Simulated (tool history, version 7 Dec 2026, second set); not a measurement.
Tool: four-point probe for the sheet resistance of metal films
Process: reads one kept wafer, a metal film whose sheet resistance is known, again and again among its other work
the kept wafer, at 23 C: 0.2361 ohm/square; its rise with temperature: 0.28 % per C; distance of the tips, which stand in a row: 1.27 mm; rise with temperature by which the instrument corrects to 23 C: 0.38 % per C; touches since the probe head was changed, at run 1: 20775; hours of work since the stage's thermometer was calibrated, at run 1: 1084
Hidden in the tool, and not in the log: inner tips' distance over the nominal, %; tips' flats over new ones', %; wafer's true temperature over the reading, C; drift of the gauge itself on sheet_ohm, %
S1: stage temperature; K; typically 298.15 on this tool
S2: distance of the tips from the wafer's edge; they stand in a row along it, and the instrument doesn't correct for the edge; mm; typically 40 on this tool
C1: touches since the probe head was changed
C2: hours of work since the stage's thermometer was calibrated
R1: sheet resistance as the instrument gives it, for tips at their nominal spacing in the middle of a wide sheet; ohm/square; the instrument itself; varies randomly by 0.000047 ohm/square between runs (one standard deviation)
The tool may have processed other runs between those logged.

run 1 hour=0.0 | S1=298.15 S2=40 | C1=20775 C2=1084 | R1=0.235536
run 2 hour=17.4 | S1=303.15 S2=40 | C1=21333 C2=1096 | R1=0.234469
run 3 hour=35.3 | S1=303.15 S2=40 | C1=21906 C2=1108 | R1=0.234384
run 4 hour=49.5 | S1=303.15 S2=40 | C1=22364 C2=1117 | R1=0.234407
run 5 hour=62.6 | S1=303.15 S2=40 | C1=22783 C2=1126 | R1=0.234434
run 6 hour=79.7 | S1=298.15 S2=4 | C1=23333 C2=1137 | R1=0.247510
run 7 hour=94.9 | S1=298.15 S2=4 | C1=23820 C2=1148 | R1=0.247479
run 8 hour=117.2 | S1=298.15 S2=4 | C1=24534 C2=1162 | R1=0.247372
run 9 hour=128.7 | S1=298.15 S2=4 | C1=24906 C2=1170 | R1=0.247531
run 10 hour=142.5 | S1=298.15 S2=4 | C1=25348 C2=1179 | R1=0.247551
run 11 hour=158.7 | S1=294.15 S2=4 | C1=25868 C2=1190 | R1=0.248405
run 12 hour=176.1 | S1=294.15 S2=4 | C1=26425 C2=1202 | R1=0.248245
run 13 hour=192.9 | S1=298.15 S2=16 | C1=26965 C2=1213 | R1=0.236155
run 14 hour=214.2 | S1=298.15 S2=16 | C1=27649 C2=1227 | R1=0.236169
run 15 hour=231.3 | S1=298.15 S2=16 | C1=28198 C2=1238 | R1=0.236057
run 16 hour=241.0 | S1=292.15 S2=4 | C1=28510 C2=1245 | R1=0.248934
run 17 hour=256.0 | S1=292.15 S2=4 | C1=28990 C2=1255 | R1=0.248863
run 18 hour=273.4 | S1=292.15 S2=4 | C1=29549 C2=1266 | R1=0.248894
run 19 hour=291.4 | S1=298.15 S2=23 | C1=30126 C2=1278 | R1=0.235672
run 20 hour=305.2 | S1=296.15 S2=36 | C1=30570 C2=1287 | R1=0.235908
run 21 hour=320.0 | S1=296.15 S2=4 | C1=31045 C2=1297 | R1=0.247815
run 22 hour=330.0 | S1=301.15 S2=9 | C1=31366 C2=1304 | R1=0.237071
run 23 hour=340.1 | S1=292.15 S2=51 | C1=31690 C2=1311 | R1=0.236773
run 24 hour=351.7 | S1=302.15 S2=51 | C1=32062 C2=1318 | R1=0.234481
run 25 hour=361.9 | S1=304.15 S2=18 | C1=32390 C2=1325 | R1=0.234518
run 26 hour=379.1 | S1=300.15 S2=68 | C1=32941 C2=1337 | R1=0.234750
run 27 hour=397.2 | S1=300.15 S2=68 | C1=33521 C2=1349 | R1=0.234853
run 28 hour=420.0 | S1=294.15 S2=69 | C1=34252 C2=1364 | R1=0.236222
run 29 hour=441.6 | S1=298.15 S2=31 | C1=34945 C2=1378 | R1=0.235454

Selected run-to-run steps in R1, each split into two signed amounts: the part the tool would show with no hidden state at all (from settings, incoming material and random variation), and the remainder, which goes to the hidden state together with any gauge scatter not common to the measured and the hidden-state-free results:
Run 5 -> 6: S1 303.15 -> 298.15, S2 40 -> 4. R1 +0.013076 ohm/square: hidden state -0.000016, all else +0.013092.
Run 18 -> 19: S1 292.15 -> 298.15, S2 4 -> 23. R1 -0.013222 ohm/square: hidden state +0.000001, all else -0.013223.
Run 20 -> 21: S2 36 -> 4. R1 +0.011907 ohm/square: hidden state -0.000021, all else +0.011928.

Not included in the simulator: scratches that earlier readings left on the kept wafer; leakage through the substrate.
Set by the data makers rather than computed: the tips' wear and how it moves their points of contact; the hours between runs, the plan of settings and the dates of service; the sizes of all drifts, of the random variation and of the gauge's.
